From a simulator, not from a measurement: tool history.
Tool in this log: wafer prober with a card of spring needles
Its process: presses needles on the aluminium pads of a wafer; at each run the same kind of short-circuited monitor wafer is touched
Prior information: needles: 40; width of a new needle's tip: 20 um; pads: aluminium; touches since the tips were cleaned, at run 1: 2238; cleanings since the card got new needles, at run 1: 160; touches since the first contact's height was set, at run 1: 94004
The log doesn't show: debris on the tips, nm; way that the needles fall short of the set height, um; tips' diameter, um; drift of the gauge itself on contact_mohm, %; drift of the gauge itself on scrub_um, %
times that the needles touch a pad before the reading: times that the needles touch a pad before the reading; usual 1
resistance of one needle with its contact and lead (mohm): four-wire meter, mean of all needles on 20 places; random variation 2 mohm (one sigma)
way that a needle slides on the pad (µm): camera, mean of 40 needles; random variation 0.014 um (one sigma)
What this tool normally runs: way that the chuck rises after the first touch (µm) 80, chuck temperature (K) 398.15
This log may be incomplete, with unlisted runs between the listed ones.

| run | hour | way that the chuck rises after the first touch (µm) | chuck temperature (K) | times that the needles touch a pad before the reading | touches since the tips were cleaned | cleanings since the card got new needles | touches since the first contact's height was set | resistance of one needle with its contact and lead (mohm) | way that a needle slides on the pad (µm) |
|---|---|---|---|---|---|---|---|---|---|
| 1 | 0.0 | 80 | 398.15 | 1 | 2238 | 160 | 94004 | 218 | 20.56 |
|  | 10.7 | tips cleaned on abrasive film |
|  | 28.2 | tips cleaned on abrasive film |
|  | 45.4 | tips cleaned on abrasive film |
|  | 63.2 | tips cleaned on abrasive film |
| 2 | 68.1 | 80 | 398.15 | 1 | 2594 | 164 | 129873 | 212 | 20.56 |
|  | 78.8 | tips cleaned on abrasive film |
|  | 95.5 | tips cleaned on abrasive film |
|  | 113.2 | tips cleaned on abrasive film |
| 3 | 122.4 | 80 | 398.15 | 1 | 4883 | 167 | 158473 | 218 | 20.54 |
|  | 129.6 | tips cleaned on abrasive film |
|  | 144.0 | height of the first contact set anew |
|  | 147.6 | tips cleaned on abrasive film |
|  | 164.8 | tips cleaned on abrasive film |
| 4 | 167.3 | 80 | 398.15 | 1 | 1351 | 170 | 12271 | 215 | 20.53 |
|  | 181.6 | tips cleaned on abrasive film |
|  | 199.4 | tips cleaned on abrasive film |
| 5 | 205.5 | 80 | 398.15 | 1 | 3251 | 172 | 32378 | 217 | 20.53 |
|  | 216.0 | tips cleaned on abrasive film |
|  | 233.7 | tips cleaned on abrasive film |
|  | 251.5 | tips cleaned on abrasive film |
| 6 | 255.1 | 80 | 398.15 | 1 | 1936 | 175 | 58499 | 219 | 20.57 |
|  | 268.9 | tips cleaned on abrasive film |
|  | 286.1 | tips cleaned on abrasive film |
|  | 303.9 | tips cleaned on abrasive film |
|  | 321.7 | tips cleaned on abrasive film |
| 7 | 325.3 | 80 | 300.15 | 1 | 1912 | 179 | 95448 | 192 | 20.52 |
|  | 339.4 | tips cleaned on abrasive film |
|  | 357.2 | tips cleaned on abrasive film |
|  | 374.9 | tips cleaned on abrasive film |
| 8 | 381.3 | 87 | 398.15 | 1 | 3407 | 182 | 124953 | 214 | 22.34 |
|  | 392.0 | tips cleaned on abrasive film |
|  | 409.6 | tips cleaned on abrasive film |
|  | 427.1 | tips cleaned on abrasive film |
| 9 | 429.7 | 87 | 398.15 | 1 | 1353 | 185 | 150411 | 214 | 22.35 |
|  | 443.6 | tips cleaned on abrasive film |
|  | 460.7 | tips cleaned on abrasive film |
|  | 468.1 | height of the first contact set anew |
|  | 478.3 | tips cleaned on abrasive film |
|  | 495.3 | tips cleaned on abrasive film |
| 10 | 497.9 | 87 | 398.15 | 1 | 1390 | 189 | 15694 | 215 | 22.35 |
|  | 511.8 | tips cleaned on abrasive film |
|  | 529.0 | tips cleaned on abrasive film |
|  | 543.3 | tips cleaned on abrasive film |
|  | 560.5 | tips cleaned on abrasive film |
| 11 | 564.0 | 87 | 398.15 | 1 | 1884 | 193 | 50486 | 213 | 22.32 |
|  | 577.9 | tips cleaned on abrasive film |
|  | 592.1 | tips cleaned on abrasive film |
|  | 609.9 | tips cleaned on abrasive film |
| 12 | 617.7 | 80 | 398.15 | 1 | 4144 | 196 | 78766 | 214 | 20.55 |
|  | 624.9 | tips cleaned on abrasive film |
|  | 639.1 | tips cleaned on abrasive film |
|  | 656.9 | tips cleaned on abrasive film |
| 13 | 665.0 | 87 | 398.15 | 1 | 4305 | 199 | 103667 | 216 | 22.34 |
|  | 672.2 | tips cleaned on abrasive film |
|  | 689.4 | tips cleaned on abrasive film |
|  | 707.2 | tips cleaned on abrasive film |
|  | 725.0 | tips cleaned on abrasive film |
| 14 | 738.5 | 87 | 398.15 | 2 | 7155 | 203 | 142359 | 219 | 22.33 |
|  | 742.1 | tips cleaned on abrasive film |
|  | 759.7 | tips cleaned on abrasive film |
|  | 777.5 | tips cleaned on abrasive film |
|  | 791.7 | tips cleaned on abrasive film |
|  | 792.0 | height of the first contact set anew |
| 15 | 801.5 | 87 | 398.15 | 2 | 5027 | 207 | 5027 | 217 | 22.34 |
|  | 808.7 | tips cleaned on abrasive film |
|  | 825.7 | tips cleaned on abrasive film |
|  | 843.5 | tips cleaned on abrasive film |
|  | 857.7 | tips cleaned on abrasive film |
| 16 | 865.9 | 61 | 321.15 | 1 | 4355 | 211 | 38934 | 211 | 15.65 |
|  | 872.8 | tips cleaned on abrasive film |
|  | 890.4 | tips cleaned on abrasive film |
| 17 | 903.0 | 68 | 335.15 | 1 | 6640 | 213 | 58441 | 210 | 17.47 |
|  | 906.6 | tips cleaned on abrasive film |
|  | 923.5 | tips cleaned on abrasive film |
| 18 | 933.1 | 64 | 359.15 | 2 | 5091 | 215 | 74302 | 217 | 16.44 |
|  | 940.3 | tips cleaned on abrasive film |
|  | 957.3 | tips cleaned on abrasive film |
|  | 975.1 | tips cleaned on abrasive film |
|  | 992.2 | tips cleaned on abrasive film |
| 19 | 993.2 | 82 | 309.15 | 2 | 495 | 219 | 105898 | 196 | 21.06 |
|  | 1007.4 | tips cleaned on abrasive film |
|  | 1024.9 | tips cleaned on abrasive film |
| 20 | 1035.9 | 80 | 398.15 | 2 | 5856 | 221 | 128447 | 219 | 20.57 |
|  | 1039.6 | tips cleaned on abrasive film |
|  | 1053.8 | tips cleaned on abrasive film |
| 21 | 1067.4 | 83 | 398.15 | 1 | 7211 | 223 | 145024 | 218 | 21.29 |
|  | 1071.1 | tips cleaned on abrasive film |
|  | 1088.9 | tips cleaned on abrasive film |
|  | 1106.6 | tips cleaned on abrasive film |
|  | 1114.0 | height of the first contact set anew |
| 22 | 1118.9 | 62 | 398.15 | 3 | 6339 | 226 | 2593 | 224 | 15.92 |
|  | 1122.3 | tips cleaned on abrasive film |
|  | 1139.7 | tips cleaned on abrasive film |
|  | 1156.9 | tips cleaned on abrasive film |
| 23 | 1158.6 | 72 | 398.15 | 1 | 884 | 229 | 23441 | 221 | 18.50 |
|  | 1172.2 | tips cleaned on abrasive film |
|  | 1190.0 | tips cleaned on abrasive film |
| 24 | 1198.7 | 87 | 398.15 | 1 | 4592 | 231 | 44588 | 217 | 22.36 |
|  | 1205.9 | tips cleaned on abrasive film |
|  | 1223.6 | tips cleaned on abrasive film |
|  | 1237.9 | tips cleaned on abrasive film |
| 25 | 1246.2 | 88 | 385.15 | 1 | 4385 | 234 | 69572 | 209 | 22.61 |
|  | 1253.3 | tips cleaned on abrasive film |
|  | 1271.1 | tips cleaned on abrasive film |
|  | 1288.0 | tips cleaned on abrasive film |
|  | 1302.2 | tips cleaned on abrasive film |
| 26 | 1304.7 | 63 | 343.15 | 2 | 1314 | 238 | 100365 | 212 | 16.18 |
|  | 1318.9 | tips cleaned on abrasive film |
|  | 1336.3 | tips cleaned on abrasive film |
|  | 1354.1 | tips cleaned on abrasive film |
| 27 | 1362.2 | 97 | 327.15 | 1 | 4265 | 241 | 130637 | 194 | 24.91 |
|  | 1369.3 | tips cleaned on abrasive film |
|  | 1387.1 | tips cleaned on abrasive film |
|  | 1404.9 | tips cleaned on abrasive film |
| 28 | 1414.1 | 97 | 327.15 | 1 | 4871 | 244 | 157981 | 194 | 24.89 |

Below are 3 alternative next runs, each starting from the tool's condition after run 28. Predict each:
|  | 1421.3 | tips cleaned on abrasive film |
|  | 1435.7 | height of the first contact set anew |
|  | 1439.3 | tips cleaned on abrasive film |
|  | 1456.6 | tips cleaned on abrasive film |
|  | 1474.1 | tips cleaned on abrasive film |
| A | 1480.2 | 80 | 300.15 | 2 | 3255 | 248 | 23444 | ? | ? |
|  | 1421.3 | tips cleaned on abrasive film |
|  | 1435.7 | height of the first contact set anew |
|  | 1439.3 | tips cleaned on abrasive film |
|  | 1456.6 | tips cleaned on abrasive film |
|  | 1474.1 | tips cleaned on abrasive film |
| B | 1480.2 | 88 | 371.15 | 1 | 3255 | 248 | 23444 | ? | ? |
|  | 1421.3 | tips cleaned on abrasive film |
|  | 1435.7 | height of the first contact set anew |
|  | 1439.3 | tips cleaned on abrasive film |
|  | 1456.6 | tips cleaned on abrasive film |
|  | 1474.1 | tips cleaned on abrasive film |
| C | 1480.2 | 64 | 398.15 | 1 | 3255 | 248 | 23444 | ? | ? |

| run | resistance of one needle with its contact and lead (mohm) | way that a needle slides on the pad (µm) |
|---|---|---|
| A | 191 | 20.55 |
| B | 210 | 22.60 |
| C | 228 | 16.41 |
Stripped of hidden state, with their random variation kept, the same runs would have yielded:
| run | resistance of one needle with its contact and lead (mohm) | way that a needle slides on the pad (µm) |
|---|---|---|
| A | 190 | 20.55 |
| B | 209 | 22.60 |
| C | 227 | 16.41 |

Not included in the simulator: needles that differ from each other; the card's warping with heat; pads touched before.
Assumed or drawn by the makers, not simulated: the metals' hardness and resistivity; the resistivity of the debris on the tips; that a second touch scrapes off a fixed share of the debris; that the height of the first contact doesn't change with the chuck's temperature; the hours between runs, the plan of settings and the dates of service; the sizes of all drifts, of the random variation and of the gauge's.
